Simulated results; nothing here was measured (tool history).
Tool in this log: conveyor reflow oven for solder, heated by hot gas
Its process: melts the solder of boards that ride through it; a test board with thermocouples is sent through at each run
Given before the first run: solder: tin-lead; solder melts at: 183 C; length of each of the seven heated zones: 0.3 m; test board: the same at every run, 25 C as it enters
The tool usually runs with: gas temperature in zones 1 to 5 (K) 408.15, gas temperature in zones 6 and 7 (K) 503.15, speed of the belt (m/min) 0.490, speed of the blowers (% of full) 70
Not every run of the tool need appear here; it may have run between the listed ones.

run	hour	gas temperature in zones 1 to 5 (K)	gas temperature in zones 6 and 7 (K)	speed of the belt (m/min)	speed of the blowers (% of full)	highest temperature of the board (K)	time above the solder's melting point (s)
1	0.0	408.15	503.15	0.490	70	483.45	47.8
2	15.9	408.15	503.15	0.517	70	481.25	42.7
# hour 36.2: flux residue cleaned out of gas plates and filters
3	37.0	408.15	503.15	0.490	70	483.65	47.6
4	48.3	408.15	503.15	0.490	70	483.25	47.1
5	63.5	408.15	503.15	0.490	70	483.45	47.8
6	73.1	408.15	503.15	0.490	70	483.45	47.1
7	83.4	408.15	503.15	0.490	53	475.35	37.3
8	94.1	408.15	503.15	0.490	53	476.15	37.3
9	101.7	416.15	503.15	0.490	70	485.05	51.6

Run 10 comes next. What will it give?
10	113.8	408.15	503.15	0.490	70	?	?

Run 10 yielded highest temperature of the board (K) 483.05, time above the solder's melting point (s) 47.8.
Minus the tool's unlogged condition, the same run would have read highest temperature of the board (K) 483.05, time above the solder's melting point (s) 47.8.
